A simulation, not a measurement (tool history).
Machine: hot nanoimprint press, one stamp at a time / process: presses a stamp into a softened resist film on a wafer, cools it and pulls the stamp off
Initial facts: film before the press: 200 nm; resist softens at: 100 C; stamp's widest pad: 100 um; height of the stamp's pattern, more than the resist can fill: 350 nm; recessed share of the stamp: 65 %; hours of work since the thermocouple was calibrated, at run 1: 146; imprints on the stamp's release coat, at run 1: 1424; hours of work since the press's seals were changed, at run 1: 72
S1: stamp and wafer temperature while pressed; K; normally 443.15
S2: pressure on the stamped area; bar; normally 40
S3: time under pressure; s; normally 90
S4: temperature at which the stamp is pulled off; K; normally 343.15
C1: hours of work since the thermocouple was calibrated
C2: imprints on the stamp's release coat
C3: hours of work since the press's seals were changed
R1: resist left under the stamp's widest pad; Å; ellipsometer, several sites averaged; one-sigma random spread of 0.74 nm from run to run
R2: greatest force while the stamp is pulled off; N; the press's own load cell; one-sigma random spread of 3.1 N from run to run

Run 1, day 0: usual settings; C1 146; C2 1424; C3 72. Result: R1 909 Å, R2 151 N.
Run 2, day 0.708: usual settings; C1 153; C2 1454; C3 79. Result: R1 916 Å, R2 148 N.
Run 3, day 1.146: usual settings but S1 455.15 K; C1 157; C2 1472; C3 84. Result: R1 608 Å, R2 143 N.
Run 4, day 1.921: usual settings; C1 165; C2 1505; C3 91. Result: R1 920 Å, R2 146 N.
Run 5, day 2.258: usual settings; C1 168; C2 1519; C3 94. Result: R1 910 Å, R2 148 N.
Run 6, day 2.917: usual settings but S1 439.15 K; C1 174; C2 1547; C3 101. Result: R1 1050 Å, R2 147 N.
Run 7, day 3.688: usual settings but S2 60 bar; C1 182; C2 1580; C3 108. Result: R1 731 Å, R2 148 N.
Run 8, day 4.204: usual settings but S2 60 bar; C1 187; C2 1602; C3 113. Result: R1 735 Å, R2 148 N.
Run 9, day 5.012: usual settings; C1 195; C2 1636; C3 121. Result: R1 910 Å, R2 149 N.
At day 5.871: stamp cleaned and given a new release coat.
Run 10, day 6.033: usual settings; C1 202; C2 7; C3 129. Result: R1 893 Å, R2 151 N.
Run 11, day 6.4: usual settings; C1 206; C2 23; C3 132. Result: R1 918 Å, R2 148 N.
Run 12, day 6.971: usual settings; C1 211; C2 47; C3 138. Result: R1 903 Å, R2 143 N.
Run 13, day 7.512: usual settings but S4 331.15 K; C1 217; C2 70; C3 143. Result: R1 900 Å, R2 184 N.
Run 14, day 8.229: usual settings but S4 331.15 K; C1 224; C2 100; C3 150. Result: R1 919 Å, R2 188 N.
Run 15, day 8.696: usual settings but S4 331.15 K; C1 228; C2 120; C3 155. Result: R1 932 Å, R2 183 N.
Run 16, day 9.45: usual settings but S4 331.15 K; C1 236; C2 152; C3 162. Result: R1 912 Å, R2 188 N.
Run 17, day 9.996: usual settings but S1 434.15 K; C1 241; C2 175; C3 167. Result: R1 1235 Å, R2 152 N.
Run 18, day 10.758: usual settings but S2 37.7 bar, S3 94 s, S4 345.15 K; C1 248; C2 207; C3 175. Result: R1 925 Å, R2 136 N.
Run 19, day 11.133: usual settings but S2 37.7 bar, S3 94 s, S4 345.15 K; C1 252; C2 223; C3 178. Result: R1 932 Å, R2 140 N.
Run 20, day 11.629: usual settings but S1 455.15 K, S3 108 s; C1 257; C2 245; C3 183. Result: R1 552 Å, R2 151 N.
Run 21, day 12.012: usual settings but S1 455.15 K, S3 108 s, S4 345.15 K; C1 260; C2 261; C3 187. Result: R1 563 Å, R2 133 N.
Run 22, day 12.7: usual settings but S1 455.15 K, S3 108 s, S4 345.15 K; C1 267; C2 290; C3 194. Result: R1 566 Å, R2 140 N.
Run 23, day 13.308: usual settings but S1 442.15 K, S3 48 s, S4 350.15 K; C1 273; C2 316; C3 199. Result: R1 1146 Å, R2 124 N.
Run 24, day 13.833: usual settings but S1 453.15 K, S3 152 s, S4 350.15 K; C1 278; C2 338; C3 205. Result: R1 521 Å, R2 123 N.
Run 25, day 14.612: usual settings but S1 453.15 K, S2 33.9 bar, S3 85 s, S4 344.15 K; C1 286; C2 371; C3 212. Result: R1 726 Å, R2 146 N.
Run 26, day 14.983: usual settings but S2 43.7 bar, S3 115 s; C1 289; C2 387; C3 216. Result: R1 789 Å, R2 144 N.
Run 27, day 15.738: usual settings but S1 455.15 K, S2 27.9 bar, S3 86 s, S4 346.15 K; C1 297; C2 419; C3 223. Result: R1 758 Å, R2 137 N.
Run 28, day 16.346: usual settings but S2 43.4 bar, S3 68 s; C1 303; C2 445; C3 229. Result: R1 947 Å, R2 148 N.
Run 29, day 16.721: usual settings but S2 27.1 bar, S3 69 s; C1 306; C2 461; C3 233. Result: R1 1180 Å, R2 143 N.
Run 30, day 17.354: usual settings but S3 77 s; C1 312; C2 487; C3 239. Result: R1 964 Å, R2 143 N.

Alternative continuations, all from the tool just after run 30; predict every row:
Run A, day 17.871: usual settings but S2 63.8 bar, S4 334.15 K; C1 317; C2 509; C3 244. Result: R1 ?, R2 ?.
Run B, day 17.871: usual settings but S1 445.15 K, S3 77 s, S4 336.15 K; C1 317; C2 509; C3 244. Result: R1 ?, R2 ?.
Run C, day 17.871: usual settings but S2 41.7 bar, S3 116 s; C1 317; C2 509; C3 244. Result: R1 ?, R2 ?.

run   R1   R2
  A  711  175
  B  885  167
  C  820  148
With no hidden state in the tool, these same runs would have given:
run   R1   R2
  A  713  175
  B  887  167
  C  822  148
